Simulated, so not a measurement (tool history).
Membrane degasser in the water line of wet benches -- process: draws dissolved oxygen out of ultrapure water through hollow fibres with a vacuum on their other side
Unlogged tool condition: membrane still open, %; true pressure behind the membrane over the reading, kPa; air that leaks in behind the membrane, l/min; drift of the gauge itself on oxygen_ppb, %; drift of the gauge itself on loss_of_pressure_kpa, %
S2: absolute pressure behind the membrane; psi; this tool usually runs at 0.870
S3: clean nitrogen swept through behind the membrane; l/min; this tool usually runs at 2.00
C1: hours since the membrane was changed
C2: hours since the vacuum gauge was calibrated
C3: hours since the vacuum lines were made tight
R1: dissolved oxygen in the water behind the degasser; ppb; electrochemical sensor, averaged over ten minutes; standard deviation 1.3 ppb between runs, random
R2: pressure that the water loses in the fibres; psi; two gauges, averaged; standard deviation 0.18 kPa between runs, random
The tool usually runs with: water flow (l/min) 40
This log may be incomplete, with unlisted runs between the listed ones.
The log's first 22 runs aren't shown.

run 23 hour=793.8 | water_flow_(l/min)=33 S2=1.078 S3=4.49 | C1=2232 C2=172 C3=1881 | R1=77.7 R2=4.129
run 24 hour=827.3 | water_flow_(l/min)=33 S2=1.078 S3=4.49 | C1=2266 C2=206 C3=1915 | R1=78.5 R2=4.148
run 25 hour=867.6 | water_flow_(l/min)=33 S2=0.705 S3=4.49 | C1=2306 C2=246 C3=1955 | R1=32.3 R2=4.131
-- hour=877.9 vacuum gauge calibrated, once more
run 26 hour=920.1 | water_flow_(l/min)=33 S2=0.705 S3=4.49 | C1=2358 C2=42 C3=2007 | R1=30.4 R2=4.129
run 27 hour=970.2 | water_flow_(l/min)=37 S2=0.879 S3=1.88 | C1=2408 C2=92 C3=2057 | R1=125.9 R2=4.663
run 28 hour=1007.9 | water_flow_(l/min)=37 S2=0.879 S3=1.88 | C1=2446 C2=130 C3=2095 | R1=128.6 R2=4.640
run 29 hour=1041.6 | water_flow_(l/min)=64 S2=1.620 S3=3.30 | C1=2479 C2=164 C3=2128 | R1=347.4 R2=8.016
run 30 hour=1067.0 | water_flow_(l/min)=64 S2=1.620 S3=3.30 | C1=2505 C2=189 C3=2154 | R1=346.5 R2=7.974
run 31 hour=1104.5 | water_flow_(l/min)=64 S2=1.916 S3=3.30 | C1=2542 C2=227 C3=2191 | R1=434.5 R2=7.987
run 32 hour=1133.6 | water_flow_(l/min)=40 S2=0.870 S3=0.89 | C1=2571 C2=256 C3=2220 | R1=250.0 R2=5.011

4 options for the next run, each taken on its own from the tool as it stands now. Forecast them:
run A hour=1176.0 | water_flow_(l/min)=40 S2=0.870 S3=1.42 | C1=2614 C2=298 C3=2263 | R1=? R2=?
run B hour=1176.0 | water_flow_(l/min)=40 S2=0.870 S3=0.93 | C1=2614 C2=298 C3=2263 | R1=? R2=?
run C hour=1176.0 | water_flow_(l/min)=55 S2=1.572 S3=4.36 | C1=2614 C2=298 C3=2263 | R1=? R2=?
run D hour=1176.0 | water_flow_(l/min)=58 S2=0.870 S3=4.11 | C1=2614 C2=298 C3=2263 | R1=? R2=?

run=A R1=171.9 R2=5.010
run=B R1=240.5 R2=5.024
run=C R1=231.2 R2=6.943
run=D R1=103.0 R2=7.306
With the hidden condition removed and each run's random variation left untouched, the same runs would have given:
run=A R1=169.7 R2=4.931
run=B R1=238.2 R2=4.946
run=C R1=228.7 R2=6.834
run=D R1=100.8 R2=7.192
